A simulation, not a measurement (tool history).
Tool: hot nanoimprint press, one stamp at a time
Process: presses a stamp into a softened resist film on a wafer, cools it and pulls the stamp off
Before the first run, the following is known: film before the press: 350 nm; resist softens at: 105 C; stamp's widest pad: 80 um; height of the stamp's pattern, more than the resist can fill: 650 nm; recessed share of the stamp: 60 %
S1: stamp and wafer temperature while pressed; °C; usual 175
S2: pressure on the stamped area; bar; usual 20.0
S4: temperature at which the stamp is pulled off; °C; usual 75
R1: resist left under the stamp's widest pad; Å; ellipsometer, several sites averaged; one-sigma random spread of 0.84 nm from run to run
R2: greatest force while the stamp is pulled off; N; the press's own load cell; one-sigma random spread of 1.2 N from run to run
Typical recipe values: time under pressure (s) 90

run 1 hour=0.0 | S1=175 S2=20.0 time_under_pressure_(s)=90 S4=75 | R1=1672 R2=196
run 2 hour=5.8 | S1=175 S2=20.0 time_under_pressure_(s)=90 S4=75 | R1=1655 R2=194
run 3 hour=12.5 | S1=175 S2=20.0 time_under_pressure_(s)=90 S4=76 | R1=1656 R2=191
run 4 hour=21.7 | S1=175 S2=20.0 time_under_pressure_(s)=90 S4=66 | R1=1659 R2=214
run 5 hour=31.5 | S1=175 S2=20.0 time_under_pressure_(s)=90 S4=66 | R1=1669 R2=214
run 6 hour=39.8 | S1=175 S2=20.0 time_under_pressure_(s)=90 S4=66 | R1=1672 R2=216
run 7 hour=49.9 | S1=175 S2=20.0 time_under_pressure_(s)=90 S4=66 | R1=1648 R2=211
run 8 hour=59.8 | S1=175 S2=20.0 time_under_pressure_(s)=90 S4=66 | R1=1662 R2=211
run 9 hour=70.3 | S1=175 S2=20.0 time_under_pressure_(s)=90 S4=62 | R1=1657 R2=221
run 10 hour=75.5 | S1=175 S2=20.0 time_under_pressure_(s)=90 S4=62 | R1=1660 R2=222
run 11 hour=84.4 | S1=175 S2=20.0 time_under_pressure_(s)=90 S4=62 | R1=1631 R2=221
run 12 hour=89.4 | S1=175 S2=20.0 time_under_pressure_(s)=90 S4=75 | R1=1648 R2=193
run 13 hour=94.2 | S1=175 S2=20.0 time_under_pressure_(s)=90 S4=78 | R1=1647 R2=188
run 14 hour=99.2 | S1=175 S2=20.0 time_under_pressure_(s)=102 S4=75 | R1=1578 R2=194
run 15 hour=107.6 | S1=175 S2=20.0 time_under_pressure_(s)=90 S4=75 | R1=1638 R2=195
run 16 hour=113.7 | S1=175 S2=21.3 time_under_pressure_(s)=90 S4=62 | R1=1585 R2=224
run 17 hour=122.0 | S1=178 S2=16.3 time_under_pressure_(s)=91 S4=63 | R1=1668 R2=219
run 18 hour=129.8 | S1=178 S2=16.3 time_under_pressure_(s)=71 S4=63 | R1=1797 R2=219
run 19 hour=137.2 | S1=178 S2=16.3 time_under_pressure_(s)=71 S4=63 | R1=1792 R2=220
run 20 hour=141.8 | S1=177 S2=29.1 time_under_pressure_(s)=90 S4=75 | R1=1273 R2=193

Run 21 has not been measured yet. What should we expect?
run 21 hour=146.8 | S1=177 S2=29.1 time_under_pressure_(s)=90 S4=75 | R1=? R2=?

{"run 21": {"R1": 1287, "R2": 192}}
Minus the tool's unlogged condition, the same run would have read R1 1305 Å, R2 192 N.

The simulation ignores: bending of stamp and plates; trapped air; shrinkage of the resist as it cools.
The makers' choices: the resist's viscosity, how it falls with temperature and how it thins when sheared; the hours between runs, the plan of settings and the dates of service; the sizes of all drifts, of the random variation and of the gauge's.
